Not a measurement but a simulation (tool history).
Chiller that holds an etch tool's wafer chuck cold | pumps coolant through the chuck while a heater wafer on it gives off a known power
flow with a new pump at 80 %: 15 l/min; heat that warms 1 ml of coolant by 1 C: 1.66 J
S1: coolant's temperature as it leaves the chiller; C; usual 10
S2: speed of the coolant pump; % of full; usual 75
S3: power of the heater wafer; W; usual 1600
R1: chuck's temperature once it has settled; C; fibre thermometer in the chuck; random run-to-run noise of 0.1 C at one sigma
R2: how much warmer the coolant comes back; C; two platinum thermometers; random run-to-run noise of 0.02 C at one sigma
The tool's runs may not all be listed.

run,hour,S1,S2,S3,R1,R2
1,0.0,10,75,1600,22.5,4.10
2,32.9,10,75,1600,22.6,4.10
3,63.3,10,75,1600,22.5,4.13
4,96.3,10,71,1600,23.1,4.35
5,118.7,10,71,1600,23.1,4.31
6,149.5,10,71,1600,22.9,4.34
7,187.4,10,71,1600,23.2,4.35
8,225.3,10,71,1600,22.9,4.32
9,255.8,10,71,1600,23.2,4.33
10,284.8,10,71,1600,23.0,4.35
# hour 289.0: chiller's thermometer calibrated
11,315.5,17,90,1823,29.5,3.94
12,361.3,17,93,1823,29.4,3.83
# hour 400.6: chiller's thermometer calibrated, once more
13,405.6,16,93,1076,23.4,2.27
14,453.7,16,93,2294,32.0,4.78
15,486.8,16,93,2294,31.9,4.77
16,507.7,17,75,1600,29.9,4.12
17,534.4,17,75,1600,29.9,4.15

What if the next run were any one of these 4? Each begins from the tool's condition after run 17:
A,561.6,14,75,1562,?,?
B,561.6,10,84,1600,?,?
C,561.6,7,75,942,?,?
D,561.6,10,69,1294,?,?

run,R1,R2
A,26.7,4.02
B,21.9,3.70
C,14.5,2.42
D,21.2,3.63
Had the tool no hidden state, the same runs would have come out as:
run,R1,R2
A,25.7,3.99
B,21.0,3.68
C,14.0,2.40
D,20.3,3.60
